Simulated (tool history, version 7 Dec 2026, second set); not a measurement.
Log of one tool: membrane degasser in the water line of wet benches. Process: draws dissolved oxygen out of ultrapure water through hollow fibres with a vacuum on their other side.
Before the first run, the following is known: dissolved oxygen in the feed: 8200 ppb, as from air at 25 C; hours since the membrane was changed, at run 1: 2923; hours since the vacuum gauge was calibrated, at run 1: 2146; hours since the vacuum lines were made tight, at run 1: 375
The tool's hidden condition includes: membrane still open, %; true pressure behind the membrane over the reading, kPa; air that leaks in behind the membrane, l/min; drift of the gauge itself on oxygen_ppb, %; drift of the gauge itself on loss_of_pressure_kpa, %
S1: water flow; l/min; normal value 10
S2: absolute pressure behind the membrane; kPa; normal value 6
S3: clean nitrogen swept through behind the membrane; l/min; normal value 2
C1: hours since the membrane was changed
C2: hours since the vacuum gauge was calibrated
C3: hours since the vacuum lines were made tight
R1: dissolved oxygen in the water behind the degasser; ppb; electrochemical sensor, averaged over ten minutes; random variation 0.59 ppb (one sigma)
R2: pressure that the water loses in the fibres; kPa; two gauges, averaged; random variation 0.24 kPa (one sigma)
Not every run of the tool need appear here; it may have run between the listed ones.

| run | hour | S1 | S2 | S3 | C1 | C2 | C3 | R1 | R2 |
|---|---|---|---|---|---|---|---|---|---|
| 1 | 0 | 10 | 6 | 2 | 2923 | 2146 | 375 | 56.1 | 65.48 |
| 2 | 143.7 | 10 | 6 | 2 | 3067 | 2289 | 518 | 55.1 | 65.43 |
| 3 | 279.8 | 10 | 6 | 2 | 3203 | 2425 | 654 | 55.3 | 65.41 |
| 4 | 364.2 | 10 | 6 | 2 | 3288 | 2510 | 739 | 54.9 | 65.52 |
| 5 | 489.8 | 10 | 6 | 2 | 3413 | 2635 | 864 | 56.1 | 65.48 |
| 6 | 575.4 | 10 | 6 | 3.24 | 3499 | 2721 | 950 | 43.2 | 65.14 |
| 7 | 652.2 | 16 | 6 | 3.24 | 3576 | 2798 | 1027 | 113 | 104.62 |
| 8 | 747.2 | 10 | 6 | 1.36 | 3671 | 2893 | 1122 | 71.8 | 65.24 |
| 9 | 867.4 | 10 | 6 | 1.36 | 3791 | 3013 | 1242 | 72.3 | 65.21 |
| 10 | 979.7 | 10 | 6 | 1.36 | 3903 | 3125 | 1354 | 72.2 | 66.18 |
| 11 | 1078.4 | 8 | 6 | 1.36 | 4002 | 3224 | 1453 | 53.6 | 52.44 |
| 12 | 1180.3 | 8 | 6 | 1.36 | 4104 | 3326 | 1555 | 53.9 | 52.97 |
| 13 | 1250.9 | 6 | 6 | 2 | 4174 | 3397 | 1625 | 26.1 | 40.02 |
| 14 | 1333.4 | 11 | 6 | 2 | 4257 | 3479 | 1708 | 69 | 72.33 |
| 15 | 1452.3 | 10 | 6 | 1.64 | 4376 | 3598 | 1827 | 66.5 | 65.82 |
| 16 | 1521.4 | 10 | 6 | 2.61 | 4445 | 3667 | 1896 | 49.4 | 66.04 |
| 17 | 1636.5 | 10 | 6 | 2.61 | 4560 | 3782 | 2011 | 50.8 | 66.14 |
| 18 | 1728.7 | 10 | 14.49 | 0.84 | 4652 | 3874 | 2103 | 331.7 | 66.14 |
| 19 | 1879.2 | 10 | 14.49 | 0.84 | 4803 | 4025 | 2254 | 336.1 | 65.7 |
| 20 | 2006.4 | 10 | 14.49 | 0.84 | 4930 | 4152 | 2381 | 332.3 | 66.19 |
| 21 | 2154.1 | 10 | 8.45 | 2.93 | 5078 | 4300 | 2529 | 69.7 | 66.2 |
| 22 | 2217.9 | 7 | 4.31 | 1.27 | 5141 | 4363 | 2592 | 24.9 | 46.45 |
| 23 | 2331.6 | 7 | 12.05 | 1.67 | 5255 | 4477 | 2706 | 103.5 | 46.28 |
| 24 | 2454 | 9 | 12.05 | 2.02 | 5377 | 4600 | 2828 | 114.6 | 59.91 |
| 25 | 2570 | 10 | 6.4 | 3.38 | 5493 | 4716 | 2945 | 47.9 | 66.26 |
| 26 | 2693.9 | 10 | 6.4 | 3.38 | 5617 | 4840 | 3068 | 48.9 | 66.42 |
| 27 | 2818 | 13 | 5.65 | 2 | 5741 | 4964 | 3193 | 92 | 86.73 |
| 28 | 2944.8 | 13 | 5.65 | 2 | 5868 | 5090 | 3319 | 90.8 | 86.87 |
| 29 | 3081.6 | 10 | 13.4 | 0.95 | 6005 | 5227 | 3456 | 285.4 | 67.08 |
| 30 | 3148.9 | 9 | 4.64 | 3.84 | 6072 | 5295 | 3523 | 26.3 | 60.52 |
| 31 | 3242.2 | 9 | 6.42 | 3.84 | 6166 | 5388 | 3617 | 37.6 | 60.17 |

Each row is a separate what-if for the run after 31, all from the same tool condition, not one after another. Results?
| A | 3332.1 | 9 | 3.62 | 3.84 | 6256 | 5478 | 3707 | ? | ? |
| B | 3332.1 | 10 | 5.99 | 1.25 | 6256 | 5478 | 3707 | ? | ? |
| C | 3332.1 | 9 | 11.03 | 1.82 | 6256 | 5478 | 3707 | ? | ? |
| D | 3332.1 | 9 | 5.12 | 3.84 | 6256 | 5478 | 3707 | ? | ? |

| run | R1 | R2 |
|---|---|---|
| A | 20.2 | 60.42 |
| B | 84 | 67.25 |
| C | 118.6 | 60.17 |
| D | 29.1 | 59.8 |
Stripped of hidden state, with their random variation kept, the same runs would have yielded:
| run | R1 | R2 |
|---|---|---|
| A | 14.3 | 57.65 |
| B | 70.8 | 64.16 |
| C | 106 | 57.4 |
| D | 22.7 | 57.04 |

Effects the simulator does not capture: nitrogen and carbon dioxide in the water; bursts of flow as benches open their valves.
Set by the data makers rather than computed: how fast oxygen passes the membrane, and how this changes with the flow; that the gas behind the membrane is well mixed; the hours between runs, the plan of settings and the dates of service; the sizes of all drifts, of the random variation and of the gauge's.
